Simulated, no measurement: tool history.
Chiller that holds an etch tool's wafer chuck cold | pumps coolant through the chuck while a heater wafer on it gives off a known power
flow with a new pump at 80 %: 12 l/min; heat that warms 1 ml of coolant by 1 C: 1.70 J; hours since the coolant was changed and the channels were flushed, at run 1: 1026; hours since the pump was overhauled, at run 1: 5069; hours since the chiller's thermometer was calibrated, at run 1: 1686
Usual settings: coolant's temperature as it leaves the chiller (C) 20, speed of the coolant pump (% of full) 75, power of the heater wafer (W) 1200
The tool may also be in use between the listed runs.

run,hour,coolant's temperature as it leaves the chiller (C),speed of the coolant pump (% of full),power of the heater wafer (W),hours since the coolant was changed and the channels were flushed,hours since the pump was overhauled,hours since the chiller's thermometer was calibrated,chuck's temperature once it has settled (C),how much warmer the coolant comes back (C)
1,0,20,75,1200,1026,5069,1686,36.2,4.21
2,73.5,26,75,1200,1099,5142,1760,42.1,4.28
3,216.9,26,75,1200,1243,5286,1903,42.1,4.25
4,320,26,75,1200,1346,5389,2006,42.4,4.34
5,404.3,26,63,1200,1430,5473,2091,44.4,5.21
6,538.6,20,75,1200,1565,5607,2225,36.6,4.31
7,659.2,23,75,1200,1685,5728,2345,39.5,4.37
8,736.2,20,75,1200,1762,5805,2422,36.8,4.34
9,805.8,20,75,691,1832,5874,2492,29.7,2.57
10,939.1,20,75,691,1965,6008,2625,29.8,2.53
11,1057,20,75,691,2083,6126,2743,30.1,2.53
12,1177,20,75,691,2203,6246,2863,30,2.49
13,1278.8,20,75,691,2305,6347,2965,30.2,2.51
14,1361.7,20,75,1200,2388,6430,3048,37.2,4.44
15,1477.9,20,75,1200,2504,6547,3164,37.4,4.37
# hour 1491.7: chiller's thermometer calibrated
16,1556.4,20,75,786,2581,6624,65,31.9,2.9
17,1639.9,18,75,1110,2665,6708,148,34.5,4.13
18,1751.4,14,75,880,2776,6819,260,27.5,3.27
19,1859.2,20,78,1200,2884,6927,367,37.6,4.33
20,1936.4,12,61,943,2961,7004,445,28.4,4.41
# hour 1959.8: coolant pump overhauled
# hour 2033: chiller's thermometer calibrated, once more
21,2072.6,11,91,628,3092,112,40,18.1,1.62
22,2206.4,17,75,956,3225,246,173,29.5,3.01
23,2343.9,18,99,601,3363,383,311,24.6,1.46
24,2417.1,18,68,1322,3436,456,384,36.6,4.68
25,2574.2,18,68,1322,3593,613,541,36.7,4.71
26,2707.8,18,68,1322,3727,747,675,37,4.71
27,2807.6,18,68,1322,3826,847,775,37.1,4.7
28,2955.6,18,68,759,3974,995,923,29.1,2.78
29,3083,18,68,759,4102,1122,1050,29.3,2.73
30,3214.1,21,75,1792,4233,1253,1181,45.6,5.8
31,3346,18,96,1200,4365,1385,1313,32.3,3.01
32,3417.6,18,96,1200,4436,1457,1385,32.6,3.04

4 ways to go on from here, each from the tool as it stands after run 32. What would each give?
A,3547.6,18,96,1024,4566,1587,1515,?,?
B,3547.6,23,89,1297,4566,1587,1515,?,?
C,3547.6,18,77,1200,4566,1587,1515,?,?
D,3547.6,18,84,1200,4566,1587,1515,?,?

run,chuck's temperature once it has settled (C),how much warmer the coolant comes back (C)
A,30.3,2.62
B,39.3,3.59
C,34.8,3.83
D,33.7,3.46
Without the tool's hidden state the same runs would have given:
run,chuck's temperature once it has settled (C),how much warmer the coolant comes back (C)
A,28,2.5
B,36.4,3.43
C,31.9,3.66
D,30.9,3.31
